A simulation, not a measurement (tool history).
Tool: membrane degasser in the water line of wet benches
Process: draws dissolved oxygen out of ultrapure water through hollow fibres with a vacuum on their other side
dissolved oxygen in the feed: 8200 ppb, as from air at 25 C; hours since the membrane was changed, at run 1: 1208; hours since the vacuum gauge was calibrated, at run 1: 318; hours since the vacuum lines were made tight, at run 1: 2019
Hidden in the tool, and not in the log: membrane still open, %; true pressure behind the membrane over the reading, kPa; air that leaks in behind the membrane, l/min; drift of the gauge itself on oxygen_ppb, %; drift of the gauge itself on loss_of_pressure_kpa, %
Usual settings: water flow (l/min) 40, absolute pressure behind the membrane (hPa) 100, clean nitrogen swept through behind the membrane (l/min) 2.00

run	hour	water flow (l/min)	absolute pressure behind the membrane (hPa)	clean nitrogen swept through behind the membrane (l/min)	hours since the membrane was changed	hours since the vacuum gauge was calibrated	hours since the vacuum lines were made tight	dissolved oxygen in the water behind the degasser (ppb)	pressure that the water loses in the fibres (hPa)
1	0.0	40	100	2.00	1208	318	2019	290.5	687.8
2	97.0	40	100	2.15	1305	415	2116	279.6	690.5
3	148.0	40	100	2.15	1356	466	2167	278.8	693.1
4	201.6	40	100	2.00	1410	520	2221	293.7	687.1
5	268.3	40	100	2.00	1477	586	2287	299.8	692.9
6	349.8	40	100	2.00	1558	668	2369	296.5	688.5
7	431.7	40	100	2.00	1640	750	2451	300.6	684.2
8	530.7	40	100	2.00	1739	849	2550	301.2	696.2
9	632.2	40	100	2.00	1841	950	2651	300.0	697.0
10	684.5	40	100	2.00	1893	1002	2704	300.6	692.4
11	745.0	40	100	2.00	1953	1063	2764	298.4	697.4
12	800.7	40	100	2.00	2009	1119	2820	301.2	692.7
13	858.3	33	100	2.00	2067	1176	2878	249.3	570.6
14	903.3	40	100	3.46	2112	1221	2923	184.2	695.2
15	988.8	40	100	3.46	2197	1307	3008	182.0	691.8
16	1048.6	40	100	3.46	2257	1367	3068	183.5	695.6
17	1097.2	40	129	1.46	2306	1415	3116	541.1	695.0
18	1145.8	40	195	1.46	2354	1464	3165	865.6	697.1
19	1246.4	40	195	1.46	2455	1564	3266	861.5	698.5
20	1343.9	54	83	1.01	2552	1662	3363	505.2	938.4
21	1394.3	54	83	1.01	2603	1712	3414	500.2	944.5
22	1492.6	47	222	1.37	2701	1811	3512	1185.9	831.3
23	1575.9	57	107	1.37	2784	1894	3595	614.3	999.5
24	1642.1	40	100	4.31	2850	1960	3661	151.9	701.8
25	1723.2	31	100	1.84	2931	2041	3742	254.4	543.9
26	1809.1	44	100	1.84	3017	2127	3828	348.6	777.0
27	1874.7	64	114	0.95	3083	2193	3894	915.9	1122.7
28	1929.9	40	111	5.95	3138	2248	3949	129.0	709.2
29	1973.1	40	111	5.95	3181	2291	3992	129.8	704.0
30	2059.2	40	111	5.95	3268	2377	4078	130.3	703.5
31	2127.8	40	111	5.95	3336	2446	4147	130.3	702.2

Forecast each of these 4 alternatives for the next run:
A	2192.7	40	100	1.71	3401	2511	4212	?	?
B	2192.7	40	220	0.84	3401	2511	4212	?	?
C	2192.7	34	111	5.95	3401	2511	4212	?	?
D	2192.7	40	170	0.81	3401	2511	4212	?	?

run	dissolved oxygen in the water behind the degasser (ppb)	pressure that the water loses in the fibres (hPa)
A	345.2	709.0
B	1475.4	704.6
C	109.2	605.3
D	1159.1	709.5
Without the tool's hidden state the same runs would have given:
run	dissolved oxygen in the water behind the degasser (ppb)	pressure that the water loses in the fibres (hPa)
A	345.0	690.6
B	1475.1	686.4
C	109.2	589.7
D	1158.8	691.2
